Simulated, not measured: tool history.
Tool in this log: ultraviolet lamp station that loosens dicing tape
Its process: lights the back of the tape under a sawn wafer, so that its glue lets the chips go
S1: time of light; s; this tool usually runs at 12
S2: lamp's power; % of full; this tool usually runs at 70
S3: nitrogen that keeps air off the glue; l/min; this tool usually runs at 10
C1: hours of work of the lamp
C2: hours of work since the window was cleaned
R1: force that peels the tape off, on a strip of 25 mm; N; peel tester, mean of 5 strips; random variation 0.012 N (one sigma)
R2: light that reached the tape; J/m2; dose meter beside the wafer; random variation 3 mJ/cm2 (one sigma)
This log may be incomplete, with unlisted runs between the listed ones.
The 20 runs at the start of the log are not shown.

run 21 day=11.271 | S1=7 S2=70 S3=10 | C1=466 C2=166 | R1=1.876 R2=2630
run 22 day=11.925 | S1=7 S2=70 S3=10 | C1=476 C2=176 | R1=1.848 R2=2660
run 23 day=12.312 | S1=21 S2=90 S3=4 | C1=482 C2=182 | R1=0.157 R2=10260
run 24 day=13.021 | S1=8 S2=70 S3=10 | C1=492 C2=192 | R1=1.403 R2=3040
run 25 day=13.667 | S1=12 S2=95 S3=11 | C1=502 C2=202 | R1=0.223 R2=6190
run 26 day=14.062 | S1=12 S2=95 S3=11 | C1=508 C2=208 | R1=0.219 R2=6170
run 27 day=14.45 | S1=12 S2=95 S3=11 | C1=514 C2=214 | R1=0.202 R2=6110
run 28 day=15.129 | S1=12 S2=79 S3=3 | C1=524 C2=224 | R1=1.332 R2=5150
run 29 day=15.462 | S1=12 S2=79 S3=14 | C1=529 C2=229 | R1=0.284 R2=5190
run 30 day=16.062 | S1=12 S2=79 S3=14 | C1=538 C2=238 | R1=0.291 R2=5180
run 31 day=16.796 | S1=12 S2=61 S3=13 | C1=549 C2=249 | R1=0.632 R2=4030
run 32 day=17.258 | S1=12 S2=84 S3=4 | C1=556 C2=256 | R1=0.944 R2=5450
run 33 day=17.996 | S1=8 S2=78 S3=8 | C1=567 C2=267 | R1=1.344 R2=3380
run 34 day=18.658 | S1=8 S2=78 S3=8 | C1=577 C2=277 | R1=1.381 R2=3430
run 35 day=18.988 | S1=24 S2=78 S3=8 | C1=582 C2=282 | R1=0.071 R2=10230
run 36 day=19.338 | S1=24 S2=78 S3=8 | C1=587 C2=287 | R1=0.078 R2=10120
run 37 day=20.004 | S1=9 S2=78 S3=8 | C1=597 C2=297 | R1=1.072 R2=3840
run 38 day=20.542 | S1=18 S2=63 S3=3 | C1=605 C2=305 | R1=0.877 R2=6210
run 39 day=20.996 | S1=18 S2=63 S3=3 | C1=612 C2=312 | R1=0.857 R2=6130
run 40 day=21.733 | S1=18 S2=63 S3=7 | C1=623 C2=323 | R1=0.359 R2=6170
run 41 day=22.283 | S1=18 S2=63 S3=7 | C1=631 C2=331 | R1=0.357 R2=6110
run 42 day=22.638 | S1=18 S2=63 S3=7 | C1=637 C2=337 | R1=0.356 R2=6210

Each row is a separate what-if for the run after 42, all from the same tool condition, not one after another. Results?
run A day=23.075 | S1=14 S2=84 S3=6 | C1=643 C2=343 | R1=? R2=?
run B day=23.075 | S1=11 S2=99 S3=11 | C1=643 C2=343 | R1=? R2=?
run C day=23.075 | S1=18 S2=73 S3=3 | C1=643 C2=343 | R1=? R2=?
run D day=23.075 | S1=19 S2=87 S3=10 | C1=643 C2=343 | R1=? R2=?

run=A R1=0.386 R2=6370
run=B R1=0.235 R2=5900
run=C R1=0.606 R2=7120
run=D R1=0.085 R2=8930
The same runs, with their run-to-run variation unchanged, on a tool lacking any hidden condition would have given:
run=A R1=0.382 R2=6390
run=B R1=0.232 R2=5920
run=C R1=0.6 R2=7140
run=D R1=0.084 R2=8960
